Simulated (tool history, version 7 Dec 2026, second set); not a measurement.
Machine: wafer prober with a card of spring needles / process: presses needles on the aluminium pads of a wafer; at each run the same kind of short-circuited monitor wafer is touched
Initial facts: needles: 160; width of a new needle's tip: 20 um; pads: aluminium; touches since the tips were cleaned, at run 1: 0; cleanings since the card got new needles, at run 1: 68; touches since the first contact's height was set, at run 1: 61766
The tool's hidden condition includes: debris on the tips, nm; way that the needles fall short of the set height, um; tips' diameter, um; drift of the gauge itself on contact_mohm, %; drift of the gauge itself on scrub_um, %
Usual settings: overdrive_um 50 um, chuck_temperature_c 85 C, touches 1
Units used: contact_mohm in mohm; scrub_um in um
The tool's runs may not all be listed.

run,hour,overdrive_um,chuck_temperature_c,touches,touches since the tips were cleaned,cleanings since the card got new needles,touches since the first contact's height was set,contact_mohm,scrub_um
1,0,50,85,1,0,68,61766,281,13.6
# hour 6.4: tips cleaned on abrasive film
2,10.2,50,85,1,2064,69,67238,364,13.55
# hour 12.3: tips cleaned on abrasive film
# hour 19.1: tips cleaned on abrasive film
3,19.4,50,85,1,128,71,72145,293,13.37
# hour 25.1: tips cleaned on abrasive film
4,30.3,50,85,1,2835,72,78059,386,13.49
# hour 32: tips cleaned on abrasive film
5,35.2,50,85,1,1770,73,80651,355,13.45
# hour 37.9: tips cleaned on abrasive film
# hour 44.3: tips cleaned on abrasive film
6,46.6,50,85,1,1231,75,86745,331,13.45
# hour 50.9: tips cleaned on abrasive film
7,54,50,85,1,1647,76,90694,351,13.53
# hour 57.3: tips cleaned on abrasive film
8,58.9,50,85,1,892,77,93350,332,13.2
# hour 63.8: tips cleaned on abrasive film
9,66.2,50,85,1,1290,78,97224,347,13.35
# hour 70: tips cleaned on abrasive film
# hour 76.3: tips cleaned on abrasive film
10,76.3,50,85,1,0,80,102631,281,13.42
11,81.9,50,85,1,3016,80,105647,378,13.31
# hour 83: tips cleaned on abrasive film
# hour 89.8: tips cleaned on abrasive film
12,92.3,50,85,1,1360,82,111206,342,13.23
# hour 96.2: tips cleaned on abrasive film
13,101.2,50,85,1,2732,83,116034,378,13.23
# hour 102.3: tips cleaned on abrasive film
14,106.9,44,85,1,2506,84,119077,408,11.7
# hour 108.8: tips cleaned on abrasive film
15,112,50,85,1,1736,85,121784,362,13.38
# hour 115: tips cleaned on abrasive film
16,120.1,50,85,1,2761,86,126133,387,13.34
# hour 121.3: tips cleaned on abrasive film
# hour 127.3: tips cleaned on abrasive film
17,127.3,58,52,2,0,88,129962,269,15.53
18,133.1,58,52,2,3151,88,133113,319,15.49
# hour 133.9: tips cleaned on abrasive film
# hour 140.4: tips cleaned on abrasive film
19,144.7,50,85,1,2344,90,139325,377,13.16
# hour 146.5: tips cleaned on abrasive film
# hour 153: tips cleaned on abrasive film
20,153.5,34,35,1,290,92,144003,319,8.81
# hour 154.4: height of the first contact set anew
# hour 159.6: tips cleaned on abrasive film
21,164.1,47,99,1,2430,93,5201,399,12.03
# hour 166.5: tips cleaned on abrasive film
# hour 172.8: tips cleaned on abrasive film
22,174.8,47,99,1,1140,95,10949,354,11.87
# hour 179.1: tips cleaned on abrasive film
23,182.7,38,47,2,1917,96,15144,369,9.52
# hour 185.3: tips cleaned on abrasive film
# hour 191.7: tips cleaned on abrasive film
24,193.2,35,94,2,808,98,20767,345,8.57
# hour 198.7: tips cleaned on abrasive film
# hour 199.1: height of the first contact set anew, once more
25,199.1,35,94,2,88,99,0,294,9.71
26,204.7,36,29,2,3115,99,3027,393,9.9
# hour 205.4: tips cleaned on abrasive film
# hour 211.4: tips cleaned on abrasive film
27,215.3,48,30,1,2137,101,8700,367,13.18
# hour 218.1: tips cleaned on abrasive film
# hour 224.5: tips cleaned on abrasive film
28,224.8,53,83,2,181,103,13757,282,14.62
# hour 230.7: tips cleaned on abrasive film
29,234.2,53,83,2,1887,104,18802,311,14.61
# hour 236.8: tips cleaned on abrasive film
30,240.2,50,36,1,1825,105,22006,352,13.67
# hour 243.1: tips cleaned on abrasive film
31,248.4,54,36,2,2839,106,26399,328,14.95
# hour 249.6: tips cleaned on abrasive film
# hour 255.7: tips cleaned on abrasive film
32,255.7,54,36,2,0,108,30300,260,14.63

Below are 4 alternative next runs, each starting from the tool's condition after run 32. Predict each:
# hour 261.8: tips cleaned on abrasive film
A,263.1,41,85,1,706,109,34281,?,?
# hour 261.8: tips cleaned on abrasive film
B,263.1,48,36,2,706,109,34281,?,?
# hour 261.8: tips cleaned on abrasive film
C,263.1,69,26,3,706,109,34281,?,?
# hour 261.8: tips cleaned on abrasive film
D,263.1,50,108,1,706,109,34281,?,?

run,contact_mohm,scrub_um
A,335,11.19
B,285,13.01
C,261,19.02
D,313,13.79
With no hidden state in the tool, these same runs would have given:
run,contact_mohm,scrub_um
A,277,11.34
B,257,13.16
C,252,19.17
D,275,13.94
